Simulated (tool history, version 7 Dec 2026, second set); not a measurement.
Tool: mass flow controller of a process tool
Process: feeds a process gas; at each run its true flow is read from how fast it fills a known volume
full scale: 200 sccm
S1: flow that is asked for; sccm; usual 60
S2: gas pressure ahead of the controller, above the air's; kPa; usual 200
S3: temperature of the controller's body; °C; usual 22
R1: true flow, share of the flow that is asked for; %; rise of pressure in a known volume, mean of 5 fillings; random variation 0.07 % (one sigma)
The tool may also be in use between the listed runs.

run,hour,S1,S2,S3,R1
1,0,60,200,22,97.51
2,95.5,60,200,32,98.57
3,195.7,60,200,32,98.51
4,242.2,60,200,32,98.48
5,317.5,60,200,32,98.62
6,426.3,60,235,22,97.45
7,499.4,60,200,22,97.59
8,567.7,60,200,22,97.62
9,670.2,60,200,22,97.65
10,739.3,60,200,22,97.63
11,840.9,60,200,22,97.46
12,947.8,60,200,22,97.59
13,1016.4,30,200,22,97.19
14,1120.7,60,268,22,97.21
15,1214.1,60,268,22,97.16
16,1265,60,268,22,97.23
17,1366.8,65,200,22,97.59
18,1454.6,65,200,22,97.74
19,1516.7,44,164,39,99.19
20,1586.3,44,164,39,99.06
21,1634.8,64,140,34,99.12
22,1704.8,64,140,34,99.24

Forecast run 23:
23,1816.3,60,207,22,?

{"run 23": {"R1": 97.62}}
Without the tool's hidden state the same run would have given R1 97.61 %.
